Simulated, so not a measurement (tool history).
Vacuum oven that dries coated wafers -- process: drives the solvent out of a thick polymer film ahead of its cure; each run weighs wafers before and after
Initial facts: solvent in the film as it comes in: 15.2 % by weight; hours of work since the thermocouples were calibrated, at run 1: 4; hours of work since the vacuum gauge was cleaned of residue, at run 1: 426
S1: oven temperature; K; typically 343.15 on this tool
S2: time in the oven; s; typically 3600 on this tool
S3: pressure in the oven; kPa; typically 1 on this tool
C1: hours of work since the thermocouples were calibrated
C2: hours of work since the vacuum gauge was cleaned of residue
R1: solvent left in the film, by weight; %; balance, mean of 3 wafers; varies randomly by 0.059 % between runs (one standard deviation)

| run | day | S1 | S2 | S3 | C1 | C2 | R1 |
|---|---|---|---|---|---|---|---|
| 1 | 0 | 343.15 | 3600 | 1 | 4 | 426 | 3.23 |
| 2 | 0.996 | 343.15 | 3600 | 0.9 | 19 | 441 | 3 |
| 3 | 1.675 | 343.15 | 3600 | 0.9 | 29 | 451 | 3.09 |
| 4 | 2.229 | 343.15 | 3600 | 0.9 | 37 | 459 | 3.08 |
| 5 | 3.15 | 343.15 | 2400 | 0.9 | 50 | 473 | 4.83 |
| 6 | 4.367 | 343.15 | 3600 | 1 | 68 | 490 | 3.13 |
| 7 | 4.971 | 343.15 | 2820 | 1 | 77 | 499 | 4.25 |
| 8 | 5.758 | 343.15 | 3600 | 1 | 89 | 511 | 3.26 |
| 9 | 6.704 | 343.15 | 3600 | 1 | 102 | 525 | 3.11 |
| 10 | 7.329 | 329.15 | 3600 | 1 | 112 | 534 | 8.39 |
| 11 | 8.304 | 329.15 | 3600 | 1 | 126 | 548 | 8.23 |
| 12 | 9.421 | 329.15 | 3600 | 1 | 142 | 565 | 8.16 |
| 13 | 10.121 | 343.15 | 3600 | 1 | 153 | 575 | 3.2 |
| 14 | 10.946 | 343.15 | 3600 | 1 | 165 | 587 | 3.14 |
| 15 | 11.6 | 343.15 | 3600 | 1 | 174 | 597 | 3.12 |
| 16 | 12.812 | 343.15 | 3600 | 1 | 192 | 615 | 3.19 |
| 17 | 13.988 | 343.15 | 3600 | 1 | 210 | 632 | 3.15 |
| 18 | 14.879 | 343.15 | 3600 | 0.64 | 223 | 645 | 2.72 |
| 19 | 15.729 | 343.15 | 3600 | 0.64 | 235 | 658 | 2.75 |
| 20 | 16.529 | 343.15 | 3600 | 0.64 | 247 | 669 | 2.81 |
| 21 | 17.771 | 343.15 | 3600 | 2.8 | 265 | 688 | 4.61 |
| 22 | 18.604 | 343.15 | 3600 | 2.93 | 277 | 700 | 4.73 |
| 23 | 19.808 | 343.15 | 3600 | 1 | 295 | 718 | 3.08 |
| 24 | 20.454 | 343.15 | 3600 | 1 | 305 | 727 | 3.26 |
| 25 | 21.242 | 340.15 | 2100 | 1 | 316 | 739 | 6.27 |
| 26 | 22.021 | 340.15 | 2100 | 0.99 | 328 | 750 | 6.37 |
| 27 | 23.008 | 339.15 | 2160 | 1 | 342 | 765 | 6.47 |
| 28 | 24.275 | 332.15 | 2460 | 1.23 | 361 | 783 | 8.68 |
| 29 | 25.025 | 332.15 | 4080 | 1.23 | 372 | 794 | 6.9 |
| 30 | 25.808 | 331.15 | 2520 | 1.05 | 383 | 806 | 8.89 |
| 31 | 26.508 | 356.15 | 1860 | 0.9 | 394 | 816 | 1.62 |
| 32 | 27.354 | 356.15 | 2400 | 0.57 | 406 | 828 | 0.95 |
| 33 | 28.083 | 329.15 | 2760 | 1 | 417 | 839 | 9.17 |
| 34 | 28.908 | 332.15 | 2760 | 1.04 | 429 | 851 | 8.15 |
| 35 | 29.967 | 343.15 | 3660 | 1 | 445 | 867 | 3.04 |
| 36 | 31.2 | 343.15 | 1860 | 2.53 | 463 | 885 | 6.66 |
| 37 | 32.342 | 343.15 | 1860 | 2.53 | 479 | 902 | 6.6 |
| 38 | 33.283 | 343.15 | 1860 | 3.83 | 493 | 916 | 7.54 |
| 39 | 34.208 | 338.15 | 2460 | 1.64 | 507 | 929 | 6.79 |
| 40 | 35.379 | 338.15 | 5520 | 1.64 | 524 | 947 | 3.85 |
| 41 | 36.604 | 338.15 | 5520 | 1.64 | 542 | 965 | 3.97 |
| 42 | 37.729 | 344.15 | 3780 | 3.53 | 559 | 981 | 4.68 |
| 43 | 38.488 | 344.15 | 4260 | 0.97 | 570 | 992 | 2.25 |
| 44 | 39.383 | 343.15 | 2940 | 1.46 | 583 | 1005 | 4.05 |
| 45 | 39.921 | 332.15 | 2460 | 1.46 | 591 | 1013 | 8.61 |
| 46 | 40.933 | 349.15 | 1980 | 2.48 | 606 | 1028 | 3.95 |
| 47 | 41.662 | 349.15 | 1980 | 2.48 | 617 | 1039 | 4.19 |
| 48 | 42.525 | 353.15 | 4620 | 0.61 | 629 | 1052 | 0.68 |

What if the next run were any one of these 3? Each begins from the tool's condition after run 48:
| A | 43.379 | 343.15 | 2100 | 1.36 | 642 | 1064 | ? |
| B | 43.379 | 343.15 | 5160 | 1 | 642 | 1064 | ? |
| C | 43.379 | 343.15 | 2220 | 2.26 | 642 | 1064 | ? |

| run | R1 |
|---|---|
| A | 5.3 |
| B | 2.05 |
| C | 5.69 |
Stripped of hidden state, with their random variation kept, the same runs would have yielded:
| run | R1 |
|---|---|
| A | 5.49 |
| B | 1.94 |
| C | 5.88 |
